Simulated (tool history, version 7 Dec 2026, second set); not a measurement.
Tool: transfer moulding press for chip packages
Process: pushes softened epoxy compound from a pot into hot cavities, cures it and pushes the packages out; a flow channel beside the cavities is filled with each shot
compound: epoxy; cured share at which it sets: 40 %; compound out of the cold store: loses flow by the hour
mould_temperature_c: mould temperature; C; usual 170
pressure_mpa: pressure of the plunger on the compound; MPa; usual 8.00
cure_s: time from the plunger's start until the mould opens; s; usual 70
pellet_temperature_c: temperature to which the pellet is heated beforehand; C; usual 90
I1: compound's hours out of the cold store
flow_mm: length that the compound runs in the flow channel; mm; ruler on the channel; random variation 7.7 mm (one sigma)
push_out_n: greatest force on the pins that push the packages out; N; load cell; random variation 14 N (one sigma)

run 1 hour=0.0 | mould_temperature_c=170 pressure_mpa=8.00 cure_s=70 pellet_temperature_c=90 | I1=13.2 | flow_mm=846 push_out_n=848
run 2 hour=28.6 | mould_temperature_c=170 pressure_mpa=7.16 cure_s=70 pellet_temperature_c=90 | I1=35.9 | flow_mm=744 push_out_n=1110
-- hour=44.9 cavities cleaned with cleaning compound and waxed
run 3 hour=82.0 | mould_temperature_c=170 pressure_mpa=7.16 cure_s=70 pellet_temperature_c=90 | I1=29.6 | flow_mm=747 push_out_n=1419
-- hour=99.1 cavities cleaned with cleaning compound and waxed
run 4 hour=116.9 | mould_temperature_c=170 pressure_mpa=7.16 cure_s=81 pellet_temperature_c=90 | I1=29.5 | flow_mm=748 push_out_n=705
-- hour=152.2 cavities cleaned with cleaning compound and waxed
-- hour=158.0 plunger's sealing rings changed
run 5 hour=172.5 | mould_temperature_c=170 pressure_mpa=7.16 cure_s=81 pellet_temperature_c=90 | I1=19.1 | flow_mm=837 push_out_n=776
-- hour=208.8 cavities cleaned with cleaning compound and waxed
run 6 hour=208.8 | mould_temperature_c=162 pressure_mpa=8.00 cure_s=70 pellet_temperature_c=90 | I1=46.4 | flow_mm=874 push_out_n=1151
run 7 hour=244.6 | mould_temperature_c=162 pressure_mpa=8.00 cure_s=70 pellet_temperature_c=90 | I1=40.3 | flow_mm=861 push_out_n=2115
-- hour=262.5 cavities cleaned with cleaning compound and waxed
run 8 hour=300.6 | mould_temperature_c=170 pressure_mpa=8.00 cure_s=70 pellet_temperature_c=90 | I1=26.6 | flow_mm=839 push_out_n=1202
-- hour=315.8 cavities cleaned with cleaning compound and waxed, once more
run 9 hour=349.1 | mould_temperature_c=170 pressure_mpa=8.00 cure_s=70 pellet_temperature_c=94 | I1=23.2 | flow_mm=831 push_out_n=1142
-- hour=369.9 cavities cleaned with cleaning compound and waxed
run 10 hour=396.9 | mould_temperature_c=170 pressure_mpa=8.00 cure_s=70 pellet_temperature_c=94 | I1=40.7 | flow_mm=796 push_out_n=1062
-- hour=425.2 cavities cleaned with cleaning compound and waxed
run 11 hour=441.8 | mould_temperature_c=170 pressure_mpa=8.00 cure_s=70 pellet_temperature_c=94 | I1=21.8 | flow_mm=804 push_out_n=968
-- hour=480.0 cavities cleaned with cleaning compound and waxed
run 12 hour=488.3 | mould_temperature_c=170 pressure_mpa=8.00 cure_s=70 pellet_temperature_c=94 | I1=14.7 | flow_mm=811 push_out_n=847
run 13 hour=529.1 | mould_temperature_c=175 pressure_mpa=8.00 cure_s=70 pellet_temperature_c=90 | I1=31.1 | flow_mm=755 push_out_n=930
-- hour=535.7 cavities cleaned with cleaning compound and waxed
-- hour=546.2 plunger's sealing rings changed
run 14 hour=588.6 | mould_temperature_c=172 pressure_mpa=6.90 cure_s=94 pellet_temperature_c=98 | I1=20.4 | flow_mm=808 push_out_n=803
-- hour=592.8 cavities cleaned with cleaning compound and waxed
-- hour=647.4 cavities cleaned with cleaning compound and waxed
run 15 hour=649.0 | mould_temperature_c=165 pressure_mpa=6.90 cure_s=74 pellet_temperature_c=98 | I1=33.2 | flow_mm=796 push_out_n=838
-- hour=658.8 mould's thermocouples calibrated
run 16 hour=688.7 | mould_temperature_c=162 pressure_mpa=6.35 cure_s=106 pellet_temperature_c=90 | I1=28.6 | flow_mm=769 push_out_n=914
-- hour=706.0 cavities cleaned with cleaning compound and waxed
run 17 hour=729.8 | mould_temperature_c=166 pressure_mpa=8.00 cure_s=70 pellet_temperature_c=87 | I1=42.9 | flow_mm=811 push_out_n=1370
-- hour=759.4 cavities cleaned with cleaning compound and waxed
run 18 hour=767.7 | mould_temperature_c=170 pressure_mpa=7.31 cure_s=70 pellet_temperature_c=90 | I1=28.6 | flow_mm=781 push_out_n=814
run 19 hour=797.4 | mould_temperature_c=167 pressure_mpa=8.00 cure_s=70 pellet_temperature_c=91 | I1=25.4 | flow_mm=826 push_out_n=1503
-- hour=815.9 cavities cleaned with cleaning compound and waxed
run 20 hour=826.9 | mould_temperature_c=167 pressure_mpa=8.00 cure_s=70 pellet_temperature_c=91 | I1=20.1 | flow_mm=832 push_out_n=1111
run 21 hour=851.5 | mould_temperature_c=168 pressure_mpa=7.11 cure_s=102 pellet_temperature_c=90 | I1=44.5 | flow_mm=734 push_out_n=767
-- hour=870.2 cavities cleaned with cleaning compound and waxed
run 22 hour=899.5 | mould_temperature_c=168 pressure_mpa=7.63 cure_s=61 pellet_temperature_c=86 | I1=37.4 | flow_mm=771 push_out_n=1827
-- hour=923.9 cavities cleaned with cleaning compound and waxed
-- hour=937.8 plunger's sealing rings changed
run 23 hour=939.1 | mould_temperature_c=168 pressure_mpa=7.95 cure_s=61 pellet_temperature_c=86 | I1=28.8 | flow_mm=891 push_out_n=1548
run 24 hour=967.8 | mould_temperature_c=173 pressure_mpa=8.40 cure_s=61 pellet_temperature_c=86 | I1=46.5 | flow_mm=829 push_out_n=1433
-- hour=983.6 cavities cleaned with cleaning compound and waxed
run 25 hour=995.3 | mould_temperature_c=170 pressure_mpa=7.48 cure_s=70 pellet_temperature_c=90 | I1=17.8 | flow_mm=841 push_out_n=948
run 26 hour=1031.3 | mould_temperature_c=170 pressure_mpa=7.48 cure_s=70 pellet_temperature_c=90 | I1=28.7 | flow_mm=821 push_out_n=1263

Forecast each of these 3 alternatives for the next run:
-- hour=1038.1 cavities cleaned with cleaning compound and waxed
run A hour=1082.7 | mould_temperature_c=163 pressure_mpa=7.48 cure_s=76 pellet_temperature_c=92 | I1=17.8 | flow_mm=? push_out_n=?
-- hour=1038.1 cavities cleaned with cleaning compound and waxed
run B hour=1082.7 | mould_temperature_c=174 pressure_mpa=7.48 cure_s=82 pellet_temperature_c=88 | I1=15.5 | flow_mm=? push_out_n=?
-- hour=1038.1 cavities cleaned with cleaning compound and waxed
run C hour=1082.7 | mould_temperature_c=170 pressure_mpa=9.68 cure_s=98 pellet_temperature_c=90 | I1=41.2 | flow_mm=? push_out_n=?

run=A flow_mm=851 push_out_n=1733
run=B flow_mm=827 push_out_n=829
run=C flow_mm=894 push_out_n=816
Without the tool's hidden state the same runs would have given:
run=A flow_mm=888 push_out_n=913
run=B flow_mm=863 push_out_n=448
run=C flow_mm=933 push_out_n=442
